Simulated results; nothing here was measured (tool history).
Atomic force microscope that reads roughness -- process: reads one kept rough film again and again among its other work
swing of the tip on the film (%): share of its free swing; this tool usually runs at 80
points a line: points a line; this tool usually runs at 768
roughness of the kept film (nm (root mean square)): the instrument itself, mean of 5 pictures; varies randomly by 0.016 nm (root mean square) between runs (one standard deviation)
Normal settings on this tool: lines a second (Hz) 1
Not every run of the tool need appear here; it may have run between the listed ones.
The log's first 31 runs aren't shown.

run   hour  lines a second (Hz)  swing of the tip on the film (%)  points a line  pictures with this tip  hours of work since the height scale was calibrated  roughness of the kept film (nm (root mean square))
 32  362.1                 1.64                                59            767                     174                                                  602                                               4.034
 33  377.8                 3.17                                56            503                     194                                                  614                                               3.929
 34  386.4                 3.33                                56            858                     205                                                  620                                               3.968
     393.3  -- new tip fitted
 35  395.3                 3.33                                56            858                       2                                                  626                                               3.968
 36  409.3                 0.78                                84            858                      20                                                  637                                               3.924
 37  423.5                 0.78                                84            858                      39                                                  648                                               3.905
 38    439                 0.78                                84            858                      59                                                  659                                               3.953
 39  455.2                 1.08                                70            768                      79                                                  672                                               4.038
 40  468.3                 1.08                                70            768                      96                                                  681                                               3.992
 41  483.4                 1.08                                70            768                     116                                                  693                                               3.985
 42  500.1                 2.81                                70            768                     137                                                  705                                               3.772
 43  515.3                 2.81                                70            271                     157                                                  717                                               3.649
 44  526.6                 1.97                                71            947                     172                                                  725                                                3.84
 45  537.1                 1.17                                80            768                     185                                                  733                                               3.856
 46  553.2                 1.97                                69            859                     206                                                  745                                                3.86
     559.8  -- new tip fitted
 47  560.9                 1.97                                61            859                       1                                                  751                                               4.003
 48  570.4                 0.56                                69            595                      13                                                  758                                               4.081
 49  583.6                    1                                81            987                      30                                                  768                                               3.913
 50  598.8                    1                                81            855                      50                                                  779                                               3.888
 51  607.1                 2.05                                74            327                      61                                                  785                                               3.734
 52  614.5                 3.36                                80            268                      70                                                  791                                               3.283
 53  622.6                 1.15                                62            875                      81                                                  797                                               4.043

Consider 4 possible next runs. They are alternatives, not a sequence: every one starts from the tool as it was left by run 53. What does each give?
  A  634.3                 1.43                                80            468                      96                                                  806                                                   ?
  B  634.3                 0.94                                69            768                      96                                                  806                                                   ?
  C  634.3                 0.91                                68            984                      96                                                  806                                                   ?
  D  634.3                  0.6                                62            875                      96                                                  806                                                   ?

run  roughness of the kept film (nm (root mean square))
  A                                               3.784
  B                                               4.031
  C                                               4.045
  D                                               4.117
Stripped of hidden state, with their random variation kept, the same runs would have yielded:
run  roughness of the kept film (nm (root mean square))
  A                                               3.796
  B                                               4.044
  C                                               4.058
  D                                                4.13

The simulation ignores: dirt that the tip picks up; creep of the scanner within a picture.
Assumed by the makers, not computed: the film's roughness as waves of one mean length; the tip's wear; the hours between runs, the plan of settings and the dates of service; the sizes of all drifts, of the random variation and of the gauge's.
